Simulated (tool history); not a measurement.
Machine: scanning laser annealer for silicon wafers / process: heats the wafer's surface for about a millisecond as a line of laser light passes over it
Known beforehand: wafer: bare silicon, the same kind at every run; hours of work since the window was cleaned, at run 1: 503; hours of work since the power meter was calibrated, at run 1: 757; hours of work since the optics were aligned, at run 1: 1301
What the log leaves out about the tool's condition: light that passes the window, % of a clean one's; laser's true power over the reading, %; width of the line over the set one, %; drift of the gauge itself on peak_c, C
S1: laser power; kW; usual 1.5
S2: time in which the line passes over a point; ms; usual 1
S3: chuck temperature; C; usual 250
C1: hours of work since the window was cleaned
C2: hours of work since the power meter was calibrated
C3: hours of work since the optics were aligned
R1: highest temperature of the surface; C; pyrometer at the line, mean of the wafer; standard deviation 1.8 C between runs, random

Run 1, hour 0: usual settings; C1 503; C2 757; C3 1301. Result: R1 1012 C.
Run 2, hour 34.6: usual settings; C1 527; C2 781; C3 1325. Result: R1 1007 C.
Run 3, hour 63.6: usual settings; C1 547; C2 800; C3 1345. Result: R1 1004 C.
Run 4, hour 88.2: usual settings; C1 564; C2 817; C3 1362. Result: R1 1007 C.
Run 5, hour 113.1: usual settings; C1 581; C2 834; C3 1379. Result: R1 1003 C.
Run 6, hour 135.2: usual settings; C1 596; C2 849; C3 1394. Result: R1 1008 C.
At hour 145.8: window over the wafer cleaned.
Run 7, hour 171.1: usual settings; C1 17; C2 873; C3 1417. Result: R1 999 C.
Run 8, hour 201.8: usual settings; C1 38; C2 894; C3 1438. Result: R1 999 C.
Run 9, hour 232.9: usual settings; C1 60; C2 915; C3 1459. Result: R1 997 C.
Run 10, hour 257.8: usual settings; C1 77; C2 932; C3 1476. Result: R1 996 C.
Run 11, hour 278.7: usual settings; C1 91; C2 946; C3 1491. Result: R1 992 C.
At hour 282.6: window over the wafer cleaned, once more.
Run 12, hour 318.2: usual settings; C1 24; C2 972; C3 1516. Result: R1 1021 C.
Run 13, hour 343.1: usual settings; C1 41; C2 989; C3 1533. Result: R1 1019 C.
Run 14, hour 372.4: usual settings; C1 61; C2 1009; C3 1553. Result: R1 1021 C.
Run 15, hour 390.2: usual settings; C1 74; C2 1021; C3 1565. Result: R1 1016 C.
Run 16, hour 423.3: usual settings; C1 96; C2 1044; C3 1588. Result: R1 1017 C.
Run 17, hour 448: usual settings but S1 1.276 kW, S3 215 C; C1 113; C2 1060; C3 1605. Result: R1 877 C.
Run 18, hour 480.1: usual settings but S1 1.519 kW, S2 1.24 ms, S3 215 C; C1 135; C2 1082; C3 1627. Result: R1 1063 C.
Run 19, hour 509.8: usual settings but S1 1.519 kW, S2 1.24 ms, S3 215 C; C1 155; C2 1103; C3 1647. Result: R1 1066 C.
Run 20, hour 526: usual settings but S1 1.519 kW, S2 1.24 ms, S3 215 C; C1 166; C2 1114; C3 1658. Result: R1 1062 C.
Run 21, hour 556.3: usual settings but S1 1.519 kW, S2 1.24 ms, S3 215 C; C1 187; C2 1134; C3 1679. Result: R1 1065 C.
Run 22, hour 576.6: usual settings but S1 1.387 kW, S3 276 C; C1 201; C2 1148; C3 1693. Result: R1 987 C.
Run 23, hour 593: usual settings but S1 1.339 kW, S3 276 C; C1 212; C2 1160; C3 1704. Result: R1 965 C.
Run 24, hour 613: usual settings but S1 1.588 kW, S2 0.81 ms, S3 277 C; C1 226; C2 1173; C3 1718. Result: R1 1008 C.
Run 25, hour 631.7: usual settings but S1 1.291 kW, S2 0.81 ms, S3 224 C; C1 239; C2 1186; C3 1731. Result: R1 835 C.
Run 26, hour 651.7: usual settings but S1 1.381 kW, S2 0.74 ms, S3 237 C; C1 252; C2 1200; C3 1744. Result: R1 858 C.
Run 27, hour 684.6: usual settings but S1 1.633 kW, S3 280 C; C1 275; C2 1222; C3 1767. Result: R1 1100 C.

Forecast each of these 5 alternatives for the next run:
Run A, hour 706.9: usual settings but S1 1.633 kW, S2 0.78 ms, S3 230 C; C1 290; C2 1237; C3 1782. Result: R1 ?.
Run B, hour 706.9: usual settings but S1 1.604 kW, S3 252 C; C1 290; C2 1237; C3 1782. Result: R1 ?.
Run C, hour 706.9: usual settings but S1 1.572 kW, S2 0.73 ms, S3 251 C; C1 290; C2 1237; C3 1782. Result: R1 ?.
Run D, hour 706.9: usual settings but S1 1.633 kW, S3 278 C; C1 290; C2 1237; C3 1782. Result: R1 ?.
Run E, hour 706.9: usual settings but S1 1.622 kW, S2 1.01 ms, S3 216 C; C1 290; C2 1237; C3 1782. Result: R1 ?.

run    R1
  A   970
  B  1057
  C   945
  D  1097
  E  1035
Stripped of hidden state, with their random variation kept, the same runs would have yielded:
run    R1
  A   990
  B  1079
  C   964
  D  1120
  E  1058
